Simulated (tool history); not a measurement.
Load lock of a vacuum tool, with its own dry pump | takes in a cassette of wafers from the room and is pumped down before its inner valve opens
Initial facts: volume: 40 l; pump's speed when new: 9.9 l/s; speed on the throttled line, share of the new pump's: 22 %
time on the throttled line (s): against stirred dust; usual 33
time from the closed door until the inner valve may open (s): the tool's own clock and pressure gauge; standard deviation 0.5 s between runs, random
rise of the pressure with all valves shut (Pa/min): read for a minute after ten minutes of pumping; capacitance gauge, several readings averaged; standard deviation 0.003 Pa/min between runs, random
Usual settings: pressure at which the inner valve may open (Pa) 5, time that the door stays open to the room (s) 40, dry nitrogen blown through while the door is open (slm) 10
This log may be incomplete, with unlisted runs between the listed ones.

run    hour  time on the throttled line (s)  pressure at which the inner valve may open (Pa)  time that the door stays open to the room (s)  dry nitrogen blown through while the door is open (slm)  incoming humidity of the room's air, %  time from the closed door until the inner valve may open (s)  rise of the pressure with all valves shut (Pa/min)
  1       0                              33                                                5                                             40                                                       10                                    47.9                                                            67                                               0.108
  2   137.6                              33                                                5                                             40                                                       10                                    48.2                                                          67.7                                               0.113
  3   276.4                              33                                                5                                             40                                                       10                                    44.8                                                          67.7                                               0.111
  4   363.6                              33                                                5                                             78                                                       10                                    47.3                                                          67.3                                               0.136
  5   481.7                              33                                                5                                             78                                                       10                                    45.4                                                          67.2                                               0.131
  6   606.3                              33                                                5                                             78                                                       10                                    45.7                                                          67.2                                               0.145
  7   757.7                              33                                                5                                             78                                                       10                                    43.4                                                          66.9                                               0.139
  8   916.7                              33                                                5                                             40                                                       10                                    43.7                                                            66                                               0.128
  9  1011.4                              33                                                5                                             40                                                       10                                    45.6                                                          67.2                                               0.133
 10  1094.5                              33                                                5                                             40                                                       10                                      46                                                          67.1                                               0.133
 11  1249.4                              33                                                5                                             40                                                       10                                    42.7                                                          67.6                                               0.137
 12  1360.6                              33                                                5                                             40                                                       10                                    45.6                                                          67.4                                               0.138
 13  1476.1                              33                                                5                                             40                                                        6                                    43.1                                                          66.8                                               0.142
 14  1580.8                              52                                                5                                             40                                                       10                                      46                                                          82.9                                               0.146
 15  1647.4                              33                                                5                                             40                                                       10                                    46.4                                                          67.7                                               0.146
 16  1737.9                              33                                                4                                             99                                                       12                                    45.2                                                          69.3                                               0.171
 17  1830.9                              31                                                5                                             40                                                       10                                    42.5                                                          66.2                                               0.148
 18  1906.8                              31                                                5                                            207                                                       10                                    43.8                                                          65.9                                               0.214
 19  2019.8                              31                                                5                                            207                                                       10                                      42                                                          66.8                                               0.214
 20  2105.7                              24                                                5                                             40                                                        7                                    45.3                                                          60.8                                               0.163
 21  2199.2                              24                                                5                                             40                                                        7                                    43.8                                                          60.4                                                0.16

Run 22 is up next; what results do you expect?
 22  2329.3                              41                                                8                                             51                                                       10                                    42.4                                                             ?                                                   ?

Run 22 measured time from the closed door until the inner valve may open (s) 71.6, rise of the pressure with all valves shut (Pa/min) 0.166.
With no hidden state in the tool, this same run would have given time from the closed door until the inner valve may open (s) 70.5, rise of the pressure with all valves shut (Pa/min) 0.034.
